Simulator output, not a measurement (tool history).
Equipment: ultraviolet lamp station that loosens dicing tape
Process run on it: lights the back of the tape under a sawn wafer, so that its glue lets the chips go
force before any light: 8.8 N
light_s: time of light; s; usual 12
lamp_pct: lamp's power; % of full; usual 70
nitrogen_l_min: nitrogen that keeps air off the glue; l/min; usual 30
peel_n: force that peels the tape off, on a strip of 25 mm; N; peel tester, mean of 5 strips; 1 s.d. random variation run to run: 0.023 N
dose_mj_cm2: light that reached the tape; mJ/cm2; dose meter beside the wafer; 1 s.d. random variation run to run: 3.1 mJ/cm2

Run 1, day 0.000: usual settings. Result: peel_n 1.112 N, dose_mj_cm2 479 mJ/cm2.
Run 2, day 0.375: usual settings. Result: peel_n 1.146 N, dose_mj_cm2 476 mJ/cm2.
Run 3, day 0.717: usual settings but nitrogen_l_min 18 l/min. Result: peel_n 1.391 N, dose_mj_cm2 477 mJ/cm2.
Run 4, day 1.104: usual settings but nitrogen_l_min 18 l/min. Result: peel_n 1.473 N, dose_mj_cm2 477 mJ/cm2.
Run 5, day 1.525: usual settings. Result: peel_n 1.123 N, dose_mj_cm2 478 mJ/cm2.
Run 6, day 1.892: usual settings. Result: peel_n 1.121 N, dose_mj_cm2 485 mJ/cm2.
Run 7, day 2.392: usual settings but light_s 17 s, lamp_pct 97 % of full, nitrogen_l_min 38 l/min. Result: peel_n 0.205 N, dose_mj_cm2 935 mJ/cm2.
Run 8, day 2.717: usual settings but light_s 19 s, lamp_pct 97 % of full, nitrogen_l_min 12 l/min. Result: peel_n 0.325 N, dose_mj_cm2 1053 mJ/cm2.
Run 9, day 3.221: usual settings but light_s 19 s, lamp_pct 97 % of full, nitrogen_l_min 12 l/min. Result: peel_n 0.330 N, dose_mj_cm2 1050 mJ/cm2.
Run 10, day 3.792: usual settings but lamp_pct 65 % of full, nitrogen_l_min 12 l/min. Result: peel_n 1.898 N, dose_mj_cm2 446 mJ/cm2.
Run 11, day 4.133: usual settings but light_s 19 s, lamp_pct 83 % of full, nitrogen_l_min 19 l/min. Result: peel_n 0.344 N, dose_mj_cm2 891 mJ/cm2.

For run 12, what comes out?
Run 12, day 4.704: usual settings but light_s 19 s, lamp_pct 83 % of full, nitrogen_l_min 19 l/min. Result: peel_n ?, dose_mj_cm2 ?.

Run 12 yielded peel_n 0.334 N, dose_mj_cm2 896 mJ/cm2.
With the hidden condition absent and the run-to-run variation left alone, this run would have shown peel_n 0.332 N, dose_mj_cm2 898 mJ/cm2.
